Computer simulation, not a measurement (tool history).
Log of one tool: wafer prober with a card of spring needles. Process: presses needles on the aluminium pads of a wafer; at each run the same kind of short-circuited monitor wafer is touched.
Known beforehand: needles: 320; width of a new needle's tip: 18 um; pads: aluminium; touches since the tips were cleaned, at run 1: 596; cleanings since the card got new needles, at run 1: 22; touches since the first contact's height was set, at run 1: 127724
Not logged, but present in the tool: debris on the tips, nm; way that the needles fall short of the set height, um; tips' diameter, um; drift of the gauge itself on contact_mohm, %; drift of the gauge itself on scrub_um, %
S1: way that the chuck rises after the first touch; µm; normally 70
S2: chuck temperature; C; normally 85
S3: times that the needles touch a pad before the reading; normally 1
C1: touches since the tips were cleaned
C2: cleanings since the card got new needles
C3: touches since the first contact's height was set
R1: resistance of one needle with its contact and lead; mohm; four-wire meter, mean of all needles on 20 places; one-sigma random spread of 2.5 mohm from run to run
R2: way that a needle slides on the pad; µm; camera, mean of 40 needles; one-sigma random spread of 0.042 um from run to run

run,hour,S1,S2,S3,C1,C2,C3,R1,R2
1,0.0,70,85,1,596,22,127724,301,15.79
# hour 9.7: tips cleaned on abrasive film
2,10.7,70,85,1,468,23,132706,295,15.86
# hour 21.5: tips cleaned on abrasive film
3,22.3,70,85,1,364,24,138107,295,15.83
# hour 32.8: tips cleaned on abrasive film
4,36.2,70,85,1,1608,25,144610,319,15.73
# hour 43.5: tips cleaned on abrasive film
5,48.6,70,85,1,2377,26,150373,314,15.86
# hour 54.5: tips cleaned on abrasive film
6,59.2,70,85,1,2243,27,155344,319,15.78
# hour 65.7: tips cleaned on abrasive film
7,71.3,70,85,1,2652,28,160996,314,15.83
# hour 76.6: tips cleaned on abrasive film
8,80.5,70,114,1,1844,29,165266,315,15.84
# hour 87.7: tips cleaned on abrasive film
9,91.4,60,85,1,1712,30,170330,319,13.53
# hour 98.5: tips cleaned on abrasive film
10,102.9,60,85,1,2047,31,175696,317,13.39
# hour 109.4: tips cleaned on abrasive film
11,117.2,60,85,1,3686,32,182380,330,13.42
# hour 120.2: tips cleaned on abrasive film
# hour 131.0: tips cleaned on abrasive film
12,131.1,60,85,1,56,34,188811,298,13.41
# hour 141.8: tips cleaned on abrasive film
13,142.8,60,85,1,472,35,194260,304,13.35
# hour 153.1: tips cleaned on abrasive film
14,155.3,60,123,3,1065,36,200127,314,13.37
# hour 164.6: tips cleaned on abrasive film
15,169.8,63,70,3,2459,37,206884,301,14.06
# hour 175.4: tips cleaned on abrasive film
16,183.2,60,85,1,3656,38,213140,328,13.38
# hour 186.0: tips cleaned on abrasive film
# hour 196.6: tips cleaned on abrasive film
17,197.9,61,85,1,608,40,219973,303,13.54
18,205.8,61,85,1,4304,40,223669,337,13.55
# hour 208.1: tips cleaned on abrasive film
19,213.3,77,58,2,2455,41,227166,294,17.25
# hour 219.6: tips cleaned on abrasive film
20,224.9,70,45,2,2529,42,232587,295,15.60
# hour 230.8: tips cleaned on abrasive film
21,237.0,70,45,2,2926,43,238234,294,15.61
# hour 241.6: tips cleaned on abrasive film
# hour 241.9: height of the first contact set anew
22,244.9,70,45,2,1443,44,1443,292,16.17
# hour 252.7: tips cleaned on abrasive film
23,257.5,87,78,2,2257,45,7319,292,20.02
# hour 263.9: tips cleaned on abrasive film
24,265.1,87,78,2,596,46,10849,287,20.12
25,272.5,69,78,1,4051,46,14304,321,15.88

Alternative continuations, all from the tool just after run 25; predict every row:
# hour 274.5: tips cleaned on abrasive film
A,284.7,71,27,2,4758,47,19986,?,?
# hour 274.5: tips cleaned on abrasive film
B,284.7,79,51,3,4758,47,19986,?,?
# hour 274.5: tips cleaned on abrasive film
C,284.7,88,39,2,4758,47,19986,?,?
# hour 274.5: tips cleaned on abrasive film
D,284.7,55,30,1,4758,47,19986,?,?
# hour 274.5: tips cleaned on abrasive film
E,284.7,75,61,1,4758,47,19986,?,?

run,R1,R2
A,292,16.36
B,287,18.20
C,285,20.30
D,329,12.67
E,308,17.21
Had the tool no hidden state, the same runs would have come out as:
run,R1,R2
A,270,16.40
B,276,18.24
C,270,20.33
D,275,12.70
E,277,17.25
